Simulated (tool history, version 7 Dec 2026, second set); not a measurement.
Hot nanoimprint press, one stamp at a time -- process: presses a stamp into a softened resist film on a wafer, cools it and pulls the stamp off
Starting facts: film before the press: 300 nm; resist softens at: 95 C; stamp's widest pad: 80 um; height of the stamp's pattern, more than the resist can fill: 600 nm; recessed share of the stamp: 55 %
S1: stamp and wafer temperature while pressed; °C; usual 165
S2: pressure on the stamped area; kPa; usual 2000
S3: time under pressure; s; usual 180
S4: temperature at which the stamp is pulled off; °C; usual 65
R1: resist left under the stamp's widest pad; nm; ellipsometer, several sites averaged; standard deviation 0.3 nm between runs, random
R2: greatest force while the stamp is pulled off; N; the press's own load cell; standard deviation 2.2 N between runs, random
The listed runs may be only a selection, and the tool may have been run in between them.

run,day,S1,S2,S3,S4,R1,R2
1,0.000,165,2000,180,65,130.5,110
2,1.325,165,2000,180,65,130.9,113
3,2.608,165,2000,180,65,130.9,110
4,4.521,165,2000,180,65,130.9,111
# day 5.362: stamp cleaned and given a new release coat
# day 5.812: plate thermocouple calibrated
5,5.858,165,2000,180,65,131.5,109
# day 6.862: press's hydraulic seals changed and the load cell set to zero
6,8.212,165,2000,180,65,130.6,104
7,10.512,165,2000,180,65,130.6,111
8,11.988,165,2000,180,65,131.1,110
9,13.612,165,2000,180,65,130.3,112
10,15.638,165,2000,180,65,130.6,106
11,17.808,165,2000,180,59,131.1,115
12,19.242,165,2000,180,59,130.8,114
13,21.317,165,2000,307,65,104.3,112
14,22.475,165,2000,307,65,104.7,109
# day 23.692: stamp cleaned and given a new release coat
15,24.733,162,2000,139,53,168.3,122
16,26.667,162,2000,139,53,168.2,120
# day 27.338: plate thermocouple calibrated
17,27.933,162,2000,139,53,168.4,119
18,29.717,162,2000,107,53,182.4,119
19,31.292,162,2000,107,53,182.4,124
20,32.925,162,2000,107,53,183.1,121
21,34.325,162,2000,107,53,182.5,121
22,35.708,165,1390,227,65,138.5,114
23,36.979,165,1390,227,65,138.5,109
24,38.667,176,2450,100,63,85.6,114
25,40.025,176,2450,100,63,85.5,112
# day 41.658: stamp cleaned and given a new release coat
26,42.312,154,2570,164,54,210.3,119
27,44.300,165,1210,153,51,167.8,115

What if the next run were any one of these 5? Each begins from the tool's condition after run 27:
A,46.104,165,1730,117,68,?,?
B,46.104,165,2000,221,57,?,?
C,46.104,165,2000,180,52,?,?
D,46.104,165,1210,153,62,?,?
E,46.104,165,1310,153,58,?,?

run,R1,R2
A,162.4,108
B,119.8,118
C,131.4,118
D,168.3,109
E,163.7,118
With no hidden state in the tool, these same runs would have given:
run,R1,R2
A,162.4,107
B,119.8,117
C,131.4,118
D,168.4,108
E,163.8,118
